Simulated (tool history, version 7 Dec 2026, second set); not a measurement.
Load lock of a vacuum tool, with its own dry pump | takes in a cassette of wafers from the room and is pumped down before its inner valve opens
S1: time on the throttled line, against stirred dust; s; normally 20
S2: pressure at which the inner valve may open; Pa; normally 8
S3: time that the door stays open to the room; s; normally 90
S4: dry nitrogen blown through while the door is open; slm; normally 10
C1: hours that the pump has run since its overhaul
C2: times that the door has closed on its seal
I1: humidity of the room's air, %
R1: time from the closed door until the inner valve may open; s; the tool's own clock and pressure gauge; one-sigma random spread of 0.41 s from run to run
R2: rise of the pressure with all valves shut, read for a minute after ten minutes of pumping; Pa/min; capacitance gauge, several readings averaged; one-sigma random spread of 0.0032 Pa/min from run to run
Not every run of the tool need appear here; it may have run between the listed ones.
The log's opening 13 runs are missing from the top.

run 14 hour=4076.9 | S1=21 S2=8 S3=90 S4=10 | C1=10753 C2=32734 | I1=46.5 | R1=49.4 R2=0.402
run 15 hour=4385.1 | S1=21 S2=8 S3=90 S4=22 | C1=11061 C2=33284 | I1=44.3 | R1=49.6 R2=0.365
run 16 hour=4639.3 | S1=21 S2=8 S3=90 S4=22 | C1=11315 C2=33738 | I1=45.5 | R1=49.4 R2=0.376
run 17 hour=4890.4 | S1=21 S2=8 S3=90 S4=22 | C1=11566 C2=34185 | I1=43.9 | R1=49.9 R2=0.387
run 18 hour=5249.9 | S1=20 S2=8 S3=90 S4=10 | C1=11926 C2=34827 | I1=43.4 | R1=48.9 R2=0.427
run 19 hour=5565.6 | S1=20 S2=8 S3=90 S4=10 | C1=12241 C2=35390 | I1=44.7 | R1=49.2 R2=0.417
run 20 hour=5824.6 | S1=20 S2=8 S3=90 S4=10 | C1=12500 C2=35852 | I1=44.8 | R1=49.7 R2=0.433
run 21 hour=6277.0 | S1=20 S2=11 S3=125 S4=6 | C1=12953 C2=36659 | I1=45.9 | R1=48.3 R2=0.492
run 22 hour=6723.4 | S1=20 S2=8 S3=90 S4=6 | C1=13399 C2=37455 | I1=48.6 | R1=49.9 R2=0.481
run 23 hour=7029.0 | S1=20 S2=8 S3=27 S4=10 | C1=13705 C2=38000 | I1=44.8 | R1=50.2 R2=0.402
run 24 hour=7360.4 | S1=20 S2=8 S3=27 S4=10 | C1=14036 C2=38591 | I1=45.0 | R1=49.6 R2=0.414
run 25 hour=7669.1 | S1=36 S2=8 S3=145 S4=10 | C1=14345 C2=39142 | I1=44.1 | R1=61.7 R2=0.518
run 26 hour=8040.8 | S1=36 S2=8 S3=145 S4=10 | C1=14716 C2=39805 | I1=45.1 | R1=60.0 R2=0.529
run 27 hour=8266.0 | S1=25 S2=10 S3=40 S4=10 | C1=14942 C2=40207 | I1=46.9 | R1=52.6 R2=0.455
run 28 hour=8713.3 | S1=26 S2=8 S3=64 S4=10 | C1=15389 C2=41005 | I1=44.5 | R1=54.2 R2=0.485
run 29 hour=8954.7 | S1=26 S2=8 S3=64 S4=10 | C1=15630 C2=41435 | I1=45.1 | R1=54.5 R2=0.500
run 30 hour=9181.2 | S1=26 S2=14 S3=64 S4=10 | C1=15857 C2=41839 | I1=47.1 | R1=51.5 R2=0.494
run 31 hour=9606.1 | S1=26 S2=14 S3=64 S4=10 | C1=16282 C2=42597 | I1=42.3 | R1=52.4 R2=0.506
run 32 hour=9949.2 | S1=26 S2=14 S3=64 S4=10 | C1=16625 C2=43209 | I1=47.8 | R1=52.8 R2=0.524
run 33 hour=10217.5 | S1=26 S2=14 S3=64 S4=10 | C1=16893 C2=43688 | I1=45.3 | R1=52.7 R2=0.530
run 34 hour=10492.3 | S1=20 S2=8 S3=90 S4=8 | C1=17168 C2=44178 | I1=46.2 | R1=51.0 R2=0.563
run 35 hour=10852.8 | S1=11 S2=16 S3=50 S4=10 | C1=17528 C2=44821 | I1=42.9 | R1=41.6 R2=0.531
run 36 hour=11259.1 | S1=11 S2=16 S3=50 S4=10 | C1=17935 C2=45546 | I1=42.8 | R1=42.1 R2=0.557
run 37 hour=11574.0 | S1=16 S2=15 S3=50 S4=10 | C1=18250 C2=46107 | I1=45.4 | R1=45.7 R2=0.558

Predict each of these 4 candidate next runs independently; none follows another, all start after run 37:
run A hour=11953.0 | S1=20 S2=14 S3=90 S4=10 | C1=18629 C2=46783 | I1=48.5 | R1=? R2=?
run B hour=11953.0 | S1=20 S2=14 S3=90 S4=10 | C1=18629 C2=46783 | I1=48.4 | R1=? R2=?
run C hour=11953.0 | S1=32 S2=8 S3=194 S4=24 | C1=18629 C2=46783 | I1=43.7 | R1=? R2=?
run D hour=11953.0 | S1=10 S2=15 S3=90 S4=10 | C1=18629 C2=46783 | I1=45.4 | R1=? R2=?

run=A R1=49.3 R2=0.591
run=B R1=49.3 R2=0.600
run=C R1=58.9 R2=0.622
run=D R1=42.3 R2=0.592
What these runs would have given with no unlogged condition in the tool:
run=A R1=44.9 R2=0.122
run=B R1=44.9 R2=0.120
run=C R1=54.8 R2=0.132
run=D R1=37.5 R2=0.116

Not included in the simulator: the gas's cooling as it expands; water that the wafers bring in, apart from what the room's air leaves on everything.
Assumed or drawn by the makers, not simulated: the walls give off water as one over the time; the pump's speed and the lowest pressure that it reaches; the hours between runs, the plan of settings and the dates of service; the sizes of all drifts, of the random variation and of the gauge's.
